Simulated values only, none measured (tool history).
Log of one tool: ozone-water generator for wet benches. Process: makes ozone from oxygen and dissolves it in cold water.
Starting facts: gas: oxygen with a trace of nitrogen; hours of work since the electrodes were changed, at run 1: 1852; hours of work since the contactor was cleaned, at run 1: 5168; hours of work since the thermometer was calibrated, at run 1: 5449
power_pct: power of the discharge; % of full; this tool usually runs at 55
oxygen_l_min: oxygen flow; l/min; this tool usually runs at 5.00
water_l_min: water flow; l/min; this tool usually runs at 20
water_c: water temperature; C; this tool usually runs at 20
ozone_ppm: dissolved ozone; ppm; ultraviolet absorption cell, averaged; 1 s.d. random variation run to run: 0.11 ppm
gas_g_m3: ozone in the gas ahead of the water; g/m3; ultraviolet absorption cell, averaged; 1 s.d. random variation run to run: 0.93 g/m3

run,hour,power_pct,oxygen_l_min,water_l_min,water_c,hours of work since the electrodes were changed,hours of work since the contactor was cleaned,hours of work since the thermometer was calibrated,ozone_ppm,gas_g_m3
1,0.0,55,5.00,20,20,1852,5168,5449,15.9,201.4
2,28.5,55,5.00,20,20,1877,5193,5475,16.1,202.5
# hour 31.3: water thermometer calibrated
3,81.2,55,5.00,20,25,1924,5240,45,14.9,199.9
4,119.8,55,5.00,20,25,1959,5275,80,14.9,202.3
5,145.8,55,5.00,20,25,1982,5299,103,14.8,201.0
6,187.0,55,5.00,20,25,2019,5336,140,14.9,200.5
7,227.0,55,5.00,18,20,2055,5371,176,17.6,200.5
8,273.3,55,5.00,20,27,2097,5413,217,14.4,202.8
9,318.9,55,5.00,20,27,2138,5454,258,14.3,203.5
10,370.1,55,5.00,20,27,2184,5500,304,14.3,200.9
11,397.2,55,5.00,20,27,2208,5524,329,14.2,201.5
12,430.3,55,5.00,20,27,2238,5554,359,14.0,200.8
13,469.0,55,5.00,20,27,2273,5589,393,14.3,200.4
14,507.8,55,5.00,20,20,2308,5624,428,16.0,200.2
15,550.9,55,5.00,20,20,2346,5663,467,15.9,201.3
16,599.3,55,5.00,20,20,2390,5706,510,15.8,200.1
17,646.2,82,5.00,30,14,2432,5748,553,16.1,279.2
# hour 669.0: contactor cleaned
18,674.4,93,5.07,32,20,2454,5,574,17.2,309.6
19,698.9,55,5.00,28,23,2476,27,596,12.1,198.1
20,722.6,76,3.35,15,24,2497,48,618,27.0,332.7
21,760.1,76,3.35,15,24,2531,82,651,27.2,332.0
22,804.4,55,6.26,31,20,2571,122,691,11.4,176.4
23,836.4,47,3.69,16,18,2599,150,720,18.5,208.8
24,881.9,55,8.35,12,16,2640,191,761,24.3,148.3
25,929.1,82,8.35,12,16,2683,234,803,34.2,206.7
26,969.3,79,2.89,14,25,2719,270,839,29.5,371.4
27,1012.4,78,2.89,14,22,2758,309,878,30.0,367.8
28,1051.4,48,3.73,14,18,2793,344,913,21.2,211.4
29,1078.8,93,2.59,20,15,2817,368,938,26.6,452.9
30,1129.2,93,2.59,20,15,2863,414,983,26.6,451.4
31,1180.1,45,5.00,15,20,2908,459,1029,18.0,169.8
32,1210.9,45,5.00,15,20,2936,487,1057,18.1,169.5

4 options for the next run, each taken on its own from the tool as it stands now. Forecast them:
A,1244.4,45,5.78,15,20,2966,517,1087,?,?
B,1244.4,55,5.00,26,20,2966,517,1087,?,?
C,1244.4,45,3.28,18,20,2966,517,1087,?,?
D,1244.4,41,5.00,27,20,2966,517,1087,?,?

run,ozone_ppm,gas_g_m3
A,17.6,154.8
B,13.2,197.5
C,15.7,215.7
D,10.2,156.1
Stripped of hidden state, with their random variation kept, the same runs would have yielded:
run,ozone_ppm,gas_g_m3
A,18.3,159.3
B,13.8,204.8
C,16.3,221.9
D,10.6,160.0

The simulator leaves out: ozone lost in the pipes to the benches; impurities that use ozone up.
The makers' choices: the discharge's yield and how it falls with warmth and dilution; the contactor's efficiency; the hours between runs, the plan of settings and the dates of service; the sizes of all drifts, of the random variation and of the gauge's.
